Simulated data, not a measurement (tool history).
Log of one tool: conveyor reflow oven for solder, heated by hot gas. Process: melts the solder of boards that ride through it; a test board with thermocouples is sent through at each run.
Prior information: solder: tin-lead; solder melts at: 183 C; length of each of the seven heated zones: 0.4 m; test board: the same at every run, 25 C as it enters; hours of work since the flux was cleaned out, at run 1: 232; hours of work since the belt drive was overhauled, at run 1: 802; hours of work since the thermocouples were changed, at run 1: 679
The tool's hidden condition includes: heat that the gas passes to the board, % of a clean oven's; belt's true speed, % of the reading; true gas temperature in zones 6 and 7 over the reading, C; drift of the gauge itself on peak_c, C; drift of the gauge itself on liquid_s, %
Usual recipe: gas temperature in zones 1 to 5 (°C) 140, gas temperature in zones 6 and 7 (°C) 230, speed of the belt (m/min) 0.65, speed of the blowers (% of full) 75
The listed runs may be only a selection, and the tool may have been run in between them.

run	hour	gas temperature in zones 1 to 5 (°C)	gas temperature in zones 6 and 7 (°C)	speed of the belt (m/min)	speed of the blowers (% of full)	hours of work since the flux was cleaned out	hours of work since the belt drive was overhauled	hours of work since the thermocouples were changed	highest temperature of the board (°C)	time above the solder's melting point (s)
1	0	140	230	0.65	75	232	802	679	213.4	51.9
2	15.1	140	230	0.65	88	241	810	688	216.1	55.2
3	48.7	140	230	0.65	88	261	830	708	214.9	54.7
4	72	140	230	0.65	88	274	844	721	215.6	55.4
5	96.7	137	230	0.65	75	289	858	736	212.7	50.5
6	125.6	137	230	0.65	75	305	875	753	211.4	50.8
7	140.3	137	233	0.65	75	314	883	761	215	52.5
8	156.3	140	230	0.65	75	323	893	770	212.4	51.4
9	178.2	140	230	0.65	75	336	906	783	213	52.3
10	198.1	140	230	0.65	75	348	917	795	214	52.7
11	221.1	140	230	0.65	75	361	931	808	212.5	51.9
12	247.4	140	230	0.65	55	377	946	824	207.8	45.5
13	278.5	140	230	0.65	55	395	964	842	207.8	44.9
14	302.1	140	230	0.65	55	408	978	856	207	44.8
15	326.6	140	229	0.579	76	423	992	870	215.3	61.9
16	352.1	140	234	0.65	62	438	1007	885	212.8	50.7
# hour 366.5: flux residue cleaned out of gas plates and filters
17	382.1	139	236	0.624	88	9	1022	899	220.7	61.9
# hour 397.2: thermocouples of zones 6 and 7 changed
18	411.6	139	231	0.624	88	25	1038	8	217.6	57.9
19	429.5	139	231	0.624	88	36	1048	19	218	58.1
20	450.5	139	242	0.624	54	48	1060	31	217.8	57.6
21	477.9	138	238	0.705	63	64	1076	47	212.8	46.1
22	497.8	140	238	0.708	75	75	1088	59	215.9	50.8
23	526.1	129	223	0.65	75	92	1104	75	205.2	40.8

Alternative continuations, all from the tool just after run 23; predict every row:
A	545.5	140	230	0.65	87	103	1116	87	?	?
B	545.5	142	241	0.65	65	103	1116	87	?	?
C	545.5	127	223	0.65	75	103	1116	87	?	?
D	545.5	140	230	0.589	75	103	1116	87	?	?
E	545.5	144	237	0.717	75	103	1116	87	?	?

run	highest temperature of the board (°C)	time above the solder's melting point (s)
A	214.7	54.3
B	219.8	57.8
C	205.2	39.4
D	215.9	62.2
E	216.1	51.1
Had the tool no hidden state, the same runs would have come out as:
run	highest temperature of the board (°C)	time above the solder's melting point (s)
A	214.7	54.3
B	219.8	57.8
C	205.3	39.4
D	215.9	62.2
E	216.1	51

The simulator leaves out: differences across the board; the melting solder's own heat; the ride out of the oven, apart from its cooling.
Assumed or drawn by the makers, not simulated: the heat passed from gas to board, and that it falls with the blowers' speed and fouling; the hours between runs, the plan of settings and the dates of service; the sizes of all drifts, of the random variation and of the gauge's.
